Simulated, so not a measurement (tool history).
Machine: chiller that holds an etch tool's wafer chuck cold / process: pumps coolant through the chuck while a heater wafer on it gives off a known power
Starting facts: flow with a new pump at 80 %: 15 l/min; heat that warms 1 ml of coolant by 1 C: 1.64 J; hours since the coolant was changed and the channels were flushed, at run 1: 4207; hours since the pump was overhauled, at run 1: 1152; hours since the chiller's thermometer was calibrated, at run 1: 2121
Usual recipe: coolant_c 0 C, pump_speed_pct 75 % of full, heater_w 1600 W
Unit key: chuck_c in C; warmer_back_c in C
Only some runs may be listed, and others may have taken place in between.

run	hour	coolant_c	pump_speed_pct	heater_w	hours since the coolant was changed and the channels were flushed	hours since the pump was overhauled	hours since the chiller's thermometer was calibrated	chuck_c	warmer_back_c
1	0	0	75	1600	4207	1152	2121	21.6	4.27
2	36	0	75	1600	4243	1188	2157	21.6	4.28
3	69.1	0	75	1600	4276	1221	2190	21.4	4.28
4	90.8	0	75	1600	4298	1243	2212	21.5	4.26
5	114.1	0	75	1600	4321	1266	2235	21.6	4.25
6	140.6	-10	75	1600	4348	1293	2261	11.6	4.27
# hour 148.3: coolant pump overhauled
7	170.1	4	75	1600	4372	22	2286	25.8	4.36
8	191.3	4	75	1600	4394	43	2307	25.8	4.24
9	209.3	4	75	1600	4411	61	2325	25.8	4.3
10	233.4	-5	75	1600	4436	85	2349	16.8	4.31
11	256.4	-5	75	1600	4459	108	2372	16.9	4.31
# hour 267.6: coolant pump overhauled, once more
12	291.7	7	75	1209	4489	24	2402	23.3	3.15
13	325.5	7	75	1776	4523	58	2436	30.8	4.63
14	348.4	2	76	1183	4546	81	2459	17.7	3.04
15	375.7	2	76	1293	4573	108	2486	19	3.37
16	405.7	-7	75	1370	4603	138	2516	11.6	3.56
17	434	0	61	1994	4631	166	2545	32.4	6.6
18	458.9	0	61	1994	4656	191	2570	32.6	6.7
19	475.3	0	61	1994	4672	208	2586	32.4	6.64
20	495.5	-6	70	1590	4693	228	2606	16.8	4.56
21	525.9	5	99	1332	4723	258	2637	19	2.56

Each row is a separate what-if for the run after 21, all from the same tool condition, not one after another. Results?
A	557.5	0	81	1332	4755	290	2668	?	?
B	557.5	0	62	1600	4755	290	2668	?	?
C	557.5	0	77	1600	4755	290	2668	?	?

run	chuck_c	warmer_back_c
A	16.7	3.17
B	25.7	5.22
C	21.2	4.07
Take away the tool's hidden state, keep each run's random variation, and the runs would have read:
run	chuck_c	warmer_back_c
A	15	3.16
B	23.3	5.2
C	19.2	4.05
